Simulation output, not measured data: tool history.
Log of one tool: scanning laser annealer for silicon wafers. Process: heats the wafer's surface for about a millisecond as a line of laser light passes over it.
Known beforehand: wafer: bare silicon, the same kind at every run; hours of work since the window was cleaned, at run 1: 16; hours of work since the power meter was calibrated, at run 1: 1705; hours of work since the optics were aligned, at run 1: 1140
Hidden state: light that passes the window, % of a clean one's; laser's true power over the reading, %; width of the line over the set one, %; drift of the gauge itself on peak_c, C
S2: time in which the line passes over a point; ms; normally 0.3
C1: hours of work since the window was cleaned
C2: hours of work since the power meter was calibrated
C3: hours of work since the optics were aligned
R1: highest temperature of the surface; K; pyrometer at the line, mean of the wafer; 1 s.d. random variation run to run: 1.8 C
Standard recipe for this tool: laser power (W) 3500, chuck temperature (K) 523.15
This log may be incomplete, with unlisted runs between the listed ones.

{"run": 1, "hour": 0.0, "laser power (W)": 3500, "S2": 0.3, "chuck temperature (K)": 523.15, "C1": 16, "C2": 1705, "C3": 1140, "R1": 1253.15}
{"run": 2, "hour": 80.4, "laser power (W)": 3500, "S2": 0.3, "chuck temperature (K)": 523.15, "C1": 59, "C2": 1748, "C3": 1184, "R1": 1258.15}
{"run": 3, "hour": 165.2, "laser power (W)": 3500, "S2": 0.3, "chuck temperature (K)": 523.15, "C1": 105, "C2": 1794, "C3": 1229, "R1": 1258.15}
{"run": 4, "hour": 247.1, "laser power (W)": 3500, "S2": 0.3, "chuck temperature (K)": 523.15, "C1": 149, "C2": 1838, "C3": 1273, "R1": 1254.15}
{"run": 5, "hour": 286.6, "laser power (W)": 3500, "S2": 0.252, "chuck temperature (K)": 523.15, "C1": 170, "C2": 1859, "C3": 1294, "R1": 1194.15}
{"run": 6, "hour": 332.9, "laser power (W)": 3500, "S2": 0.3, "chuck temperature (K)": 523.15, "C1": 195, "C2": 1884, "C3": 1319, "R1": 1254.15}
{"run": 7, "hour": 402.2, "laser power (W)": 3500, "S2": 0.3, "chuck temperature (K)": 523.15, "C1": 232, "C2": 1921, "C3": 1357, "R1": 1254.15}
{"run": 8, "hour": 472.2, "laser power (W)": 3500, "S2": 0.327, "chuck temperature (K)": 523.15, "C1": 270, "C2": 1959, "C3": 1394, "R1": 1284.15}
{"run": 9, "hour": 544.4, "laser power (W)": 3500, "S2": 0.327, "chuck temperature (K)": 523.15, "C1": 309, "C2": 1997, "C3": 1433, "R1": 1287.15}
{"run": 10, "hour": 594.2, "laser power (W)": 3500, "S2": 0.327, "chuck temperature (K)": 523.15, "C1": 336, "C2": 2024, "C3": 1460, "R1": 1287.15}
{"run": 11, "hour": 659.2, "laser power (W)": 3500, "S2": 0.327, "chuck temperature (K)": 523.15, "C1": 371, "C2": 2059, "C3": 1495, "R1": 1283.15}
{"run": 12, "hour": 744.4, "laser power (W)": 3234, "S2": 0.3, "chuck temperature (K)": 523.15, "C1": 416, "C2": 2105, "C3": 1541, "R1": 1194.15}
{"run": 13, "hour": 798.1, "laser power (W)": 3234, "S2": 0.3, "chuck temperature (K)": 523.15, "C1": 445, "C2": 2134, "C3": 1570, "R1": 1197.15}
{"run": 14, "hour": 870.0, "laser power (W)": 3500, "S2": 0.3, "chuck temperature (K)": 495.15, "C1": 484, "C2": 2172, "C3": 1608, "R1": 1230.15}
{"run": 15, "hour": 912.3, "laser power (W)": 3500, "S2": 0.3, "chuck temperature (K)": 495.15, "C1": 507, "C2": 2195, "C3": 1631, "R1": 1229.15}
{"run": 16, "hour": 951.4, "laser power (W)": 3500, "S2": 0.3, "chuck temperature (K)": 495.15, "C1": 528, "C2": 2216, "C3": 1652, "R1": 1227.15}
{"run": 17, "hour": 1001.8, "laser power (W)": 3808, "S2": 0.372, "chuck temperature (K)": 531.15, "C1": 555, "C2": 2243, "C3": 1679, "R1": 1419.15}
{"run": 18, "hour": 1038.1, "laser power (W)": 3500, "S2": 0.329, "chuck temperature (K)": 524.15, "C1": 574, "C2": 2263, "C3": 1699, "R1": 1288.15}
{"run": 19, "hour": 1122.5, "laser power (W)": 3500, "S2": 0.329, "chuck temperature (K)": 524.15, "C1": 620, "C2": 2308, "C3": 1744, "R1": 1288.15}
{"run": 20, "hour": 1171.5, "laser power (W)": 3372, "S2": 0.284, "chuck temperature (K)": 492.15, "C1": 646, "C2": 2335, "C3": 1770, "R1": 1175.15}
{"run": 21, "hour": 1235.6, "laser power (W)": 3478, "S2": 0.252, "chuck temperature (K)": 490.15, "C1": 680, "C2": 2369, "C3": 1805, "R1": 1159.15}
{"run": 22, "hour": 1290.3, "laser power (W)": 3478, "S2": 0.252, "chuck temperature (K)": 490.15, "C1": 710, "C2": 2399, "C3": 1834, "R1": 1158.15}
{"run": 23, "hour": 1338.1, "laser power (W)": 3129, "S2": 0.3, "chuck temperature (K)": 535.15, "C1": 736, "C2": 2424, "C3": 1860, "R1": 1182.15}
{"run": 24, "hour": 1398.6, "laser power (W)": 3129, "S2": 0.3, "chuck temperature (K)": 535.15, "C1": 768, "C2": 2457, "C3": 1892, "R1": 1184.15}
{"run": 25, "hour": 1472.6, "laser power (W)": 3129, "S2": 0.3, "chuck temperature (K)": 535.15, "C1": 808, "C2": 2497, "C3": 1932, "R1": 1182.15}
{"hour": 1489.7, "done": "optics aligned, line set to its width"}
{"hour": 1525.0, "done": "window over the wafer cleaned"}
{"run": 26, "hour": 1540.6, "laser power (W)": 3831, "S2": 0.213, "chuck temperature (K)": 526.15, "C1": 8, "C2": 2529, "C3": 26, "R1": 1217.15}
{"run": 27, "hour": 1596.3, "laser power (W)": 3831, "S2": 0.213, "chuck temperature (K)": 526.15, "C1": 38, "C2": 2559, "C3": 56, "R1": 1216.15}
{"run": 28, "hour": 1676.4, "laser power (W)": 3690, "S2": 0.28, "chuck temperature (K)": 543.15, "C1": 81, "C2": 2602, "C3": 99, "R1": 1293.15}
{"run": 29, "hour": 1742.1, "laser power (W)": 3690, "S2": 0.276, "chuck temperature (K)": 543.15, "C1": 117, "C2": 2638, "C3": 135, "R1": 1291.15}

What differs in the tool's unlogged condition from the final listed run ahead of each entry between runs to the first listed run following it?
Logged between run 25 and run 26: optics aligned, line set to its width (hour 1489.7); window over the wafer cleaned (hour 1525)
  light that passes the window, % of a clean one's: 99.95 -> 99.99; width of the line over the set one, %: 0.13 -> 0
